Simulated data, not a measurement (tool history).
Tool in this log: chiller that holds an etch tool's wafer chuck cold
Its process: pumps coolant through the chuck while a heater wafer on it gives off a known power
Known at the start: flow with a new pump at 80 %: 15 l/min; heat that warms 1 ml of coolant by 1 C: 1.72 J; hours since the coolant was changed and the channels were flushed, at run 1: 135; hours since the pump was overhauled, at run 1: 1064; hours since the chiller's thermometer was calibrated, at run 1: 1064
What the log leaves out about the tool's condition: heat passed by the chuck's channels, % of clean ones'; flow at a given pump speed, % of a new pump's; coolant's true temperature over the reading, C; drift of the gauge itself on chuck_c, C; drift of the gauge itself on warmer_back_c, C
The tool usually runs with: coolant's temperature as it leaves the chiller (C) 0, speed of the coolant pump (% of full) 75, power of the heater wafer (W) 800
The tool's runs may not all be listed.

| run | hour | coolant's temperature as it leaves the chiller (C) | speed of the coolant pump (% of full) | power of the heater wafer (W) | hours since the coolant was changed and the channels were flushed | hours since the pump was overhauled | hours since the chiller's thermometer was calibrated | chuck's temperature once it has settled (C) | how much warmer the coolant comes back (C) |
|---|---|---|---|---|---|---|---|---|---|
| 1 | 0.0 | 0 | 75 | 800 | 135 | 1064 | 1064 | 6.1 | 2.03 |
| 2 | 52.4 | 0 | 75 | 800 | 188 | 1116 | 1116 | 6.1 | 2.05 |
| 3 | 79.5 | 0 | 75 | 800 | 215 | 1143 | 1143 | 6.2 | 2.08 |
| 4 | 127.7 | 0 | 75 | 800 | 263 | 1191 | 1191 | 6.2 | 2.03 |
| 5 | 178.6 | 0 | 75 | 800 | 314 | 1242 | 1242 | 6.1 | 2.14 |
| 6 | 205.3 | 0 | 75 | 509 | 341 | 1269 | 1269 | 3.9 | 1.25 |
| 7 | 253.9 | 0 | 75 | 509 | 389 | 1317 | 1317 | 3.9 | 1.36 |
| 8 | 281.0 | 0 | 75 | 800 | 416 | 1345 | 1345 | 6.2 | 2.00 |
|  | 289.5 | coolant pump overhauled |
| 9 | 328.9 | 0 | 75 | 800 | 459 | 39 | 1387 | 6.4 | 2.03 |
| 10 | 361.1 | 0 | 75 | 800 | 491 | 72 | 1420 | 6.2 | 2.13 |
| 11 | 409.2 | 0 | 75 | 830 | 539 | 120 | 1468 | 6.6 | 2.19 |
| 12 | 456.6 | -9 | 75 | 830 | 587 | 167 | 1515 | -2.6 | 2.17 |

What does the tool deliver on the next run?
| 13 | 487.5 | 7 | 96 | 809 | 618 | 198 | 1546 | ? | ? |

Run 13 gave chuck's temperature once it has settled (C) 12.3, how much warmer the coolant comes back (C) 1.63.
Had the tool carried no hidden state, the very same run would have given chuck's temperature once it has settled (C) 12.1, how much warmer the coolant comes back (C) 1.54.

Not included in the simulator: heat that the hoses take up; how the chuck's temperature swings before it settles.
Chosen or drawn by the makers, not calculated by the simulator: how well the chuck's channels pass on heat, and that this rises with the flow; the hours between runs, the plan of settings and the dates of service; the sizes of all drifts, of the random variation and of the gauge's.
